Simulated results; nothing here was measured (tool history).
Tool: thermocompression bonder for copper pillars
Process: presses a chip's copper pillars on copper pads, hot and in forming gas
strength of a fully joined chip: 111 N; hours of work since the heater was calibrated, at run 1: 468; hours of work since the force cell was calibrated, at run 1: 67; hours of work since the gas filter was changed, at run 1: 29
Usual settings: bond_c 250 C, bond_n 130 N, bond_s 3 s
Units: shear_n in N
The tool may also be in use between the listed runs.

run   hour  bond_c  bond_n  bond_s  hours of work since the heater was calibrated  hours of work since the force cell was calibrated  hours of work since the gas filter was changed  shear_n
  1    0.0     250     130       3                                            468                                                 67                                              29     64.1
  2    8.2     250     130       3                                            471                                                 70                                              32     63.6
  3   17.2     250     101       3                                            475                                                 74                                              36     50.1
  4   26.2     250     112       3                                            479                                                 78                                              40     55.9
  5   38.0     250     130       3                                            484                                                 83                                              45     63.0
  6   47.2     250     148       3                                            488                                                 87                                              49     69.9
  7   55.3     264     130       3                                            491                                                 90                                              52     77.5
  8   62.5     264     130       3                                            494                                                 94                                              55     75.2
  9   69.9     264     130       3                                            498                                                 97                                              58     76.5
 10   75.2     250     130       3                                            500                                                 99                                              61     63.2
 11   87.3     250     130       3                                            505                                                104                                              66     62.6
 12   95.0     250     130       3                                            508                                                107                                              69     62.6
 13  100.9     250     130       3                                            511                                                110                                              72     64.0
 14  108.1     250     161       3                                            514                                                113                                              75     76.2
 15  114.4     250     161       3                                            516                                                116                                              77     75.5
 16  119.4     250     130       3                                            519                                                118                                              79     62.9
 17  125.8     267     130       3                                            521                                                120                                              82     77.9
 18  136.1     267     130       3                                            526                                                125                                              86     75.3
 19  145.5     267      98       3                                            530                                                129                                              90     60.2
 20  153.8     267      98       3                                            533                                                132                                              94     61.2
 21  162.6     268      98       3                                            537                                                136                                              98     61.2
 22  169.1     250     187       2                                            540                                                139                                             100     73.4
 23  176.9     221      81       2                                            543                                                142                                             104     17.6
     185.4  -- heater calibrated with a thermocouple chip
 24  189.1     250     189       7                                              2                                                146                                             108     95.0
 25  195.0     267     130       4                                              4                                                149                                             111     80.4
 26  205.4     267     122       4                                              8                                                153                                             115     77.1
 27  210.9     260     122       4                                             11                                                156                                             117     71.6
 28  223.4     260      82       4                                             16                                                161                                             123     47.8
 29  235.4     250     130       3                                             21                                                166                                             128     58.2
 30  244.6     275      92       3                                             25                                                170                                             132     61.4
 31  255.4     234     130       5                                             30                                                175                                             136     53.1
     261.4  -- heater calibrated with a thermocouple chip, once more
 32  263.2     234     130       5                                              1                                                177                                             139     68.0
 33  272.7     234     130       5                                              5                                                181                                             143     66.4
 34  284.8     234     130       5                                             10                                                186                                             148     66.0
 35  292.0     234     130       5                                             13                                                189                                             151     67.4
 36  301.0     234     130       5                                             17                                                193                                             155     67.8
 37  308.3     256      94       8                                             20                                                196                                             158     76.3
 38  318.9     256      94       8                                             24                                                201                                             162     78.7
 39  325.9     240     108       5                                             27                                                204                                             165     62.0
 40  332.6     240     108       5                                             30                                                206                                             168     61.3
 41  342.5     240     108       5                                             34                                                211                                             172     62.0

Forecast each of these 3 alternatives for the next run:
  A  351.5     240     108       2                                             38                                                215                                             176        ?
  B  351.5     276      89       5                                             38                                                215                                             176        ?
  C  351.5     279     122       7                                             38                                                215                                             176        ?

run  shear_n
  A     44.3
  B     81.1
  C    101.6
Without the tool's hidden state the same runs would have given:
run  shear_n
  A     46.2
  B     83.9
  C    104.6

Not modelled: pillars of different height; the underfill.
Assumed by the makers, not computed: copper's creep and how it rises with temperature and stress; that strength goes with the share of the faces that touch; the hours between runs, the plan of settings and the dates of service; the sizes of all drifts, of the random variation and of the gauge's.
